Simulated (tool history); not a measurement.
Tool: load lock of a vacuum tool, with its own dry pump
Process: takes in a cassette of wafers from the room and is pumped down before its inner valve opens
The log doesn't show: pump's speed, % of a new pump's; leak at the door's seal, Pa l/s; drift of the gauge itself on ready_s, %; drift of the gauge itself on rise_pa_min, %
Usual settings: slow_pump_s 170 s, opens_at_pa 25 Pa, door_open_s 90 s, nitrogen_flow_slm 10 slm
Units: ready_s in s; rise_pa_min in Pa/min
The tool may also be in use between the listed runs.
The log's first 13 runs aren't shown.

run,day,slow_pump_s,opens_at_pa,door_open_s,nitrogen_flow_slm,hours that the pump has run since its overhaul,times that the door has closed on its seal,"incoming humidity of the room's air, %",ready_s,rise_pa_min
14,138.675,170,25,152,29,10515,18794,46.4,260.5,0.275
# day 140.821: dry pump taken out, an overhauled one fitted
15,151.858,187,25,90,10,265,20334,45.9,250.1,0.305
# day 154.142: door's seal changed, seat wiped
16,163.321,87,25,90,10,538,1093,47.8,163.4,0.068
17,176.188,87,25,90,10,847,2625,45.9,162.6,0.076
18,186.454,87,25,176,10,1094,3847,42.2,163.9,0.107
19,199.983,170,28,90,10,1418,5458,46.5,233.5,0.086
20,207.096,170,28,38,10,1589,6304,44.9,237.4,0.072
21,216.033,170,28,38,10,1804,7368,47.6,236.6,0.076
22,230.025,93,21,70,5,2139,9034,44.7,172.8,0.13
23,241.833,93,21,70,5,2423,10440,48.2,171.8,0.143
24,250.325,170,25,235,19,2627,11451,45.5,240,0.189
25,256.621,100,22,90,4,2778,12200,47.9,180.3,0.174
26,264.05,301,39,225,11,2956,13085,44.7,348.5,0.224
27,270.729,176,25,27,8,3116,13880,43.6,246.2,0.151
28,285.55,119,25,116,8,3472,15644,43,198,0.225
29,291.912,119,41,116,8,3625,16402,43.3,190.1,0.238
30,303.446,170,25,33,14,3901,17775,44.2,242.4,0.223
31,309.771,170,24,33,7,4053,18528,45.5,243.6,0.248
32,318.733,245,44,231,38,4268,19595,45.6,303.1,0.289
33,325.204,245,44,231,38,4424,20365,44.8,300.1,0.313
# day 326.854: door's seal changed, seat wiped
34,339.188,245,35,204,38,4758,1468,43.7,300.5,0.061
35,352.871,245,33,204,36,5086,3097,45.5,305.5,0.074
36,359.75,170,25,90,26,5251,3916,42.3,244.1,0.048

5 ways to go on from here, each from the tool as it stands after run 36. What would each give?
A,366.938,179,25,68,35,5424,4772,49.3,?,?
B,366.938,170,26,90,26,5424,4772,44.2,?,?
C,366.938,170,25,90,6,5424,4772,41.6,?,?
D,366.938,126,25,88,5,5424,4772,42,?,?
E,366.938,170,31,90,10,5424,4772,46.6,?,?

run,ready_s,rise_pa_min
A,254.1,0.057
B,244.3,0.065
C,241.3,0.09
D,206.5,0.095
E,241.6,0.088
Without the tool's hidden state the same runs would have given:
run,ready_s,rise_pa_min
A,245,0.029
B,235.1,0.036
C,232.2,0.061
D,196.6,0.066
E,232.7,0.06
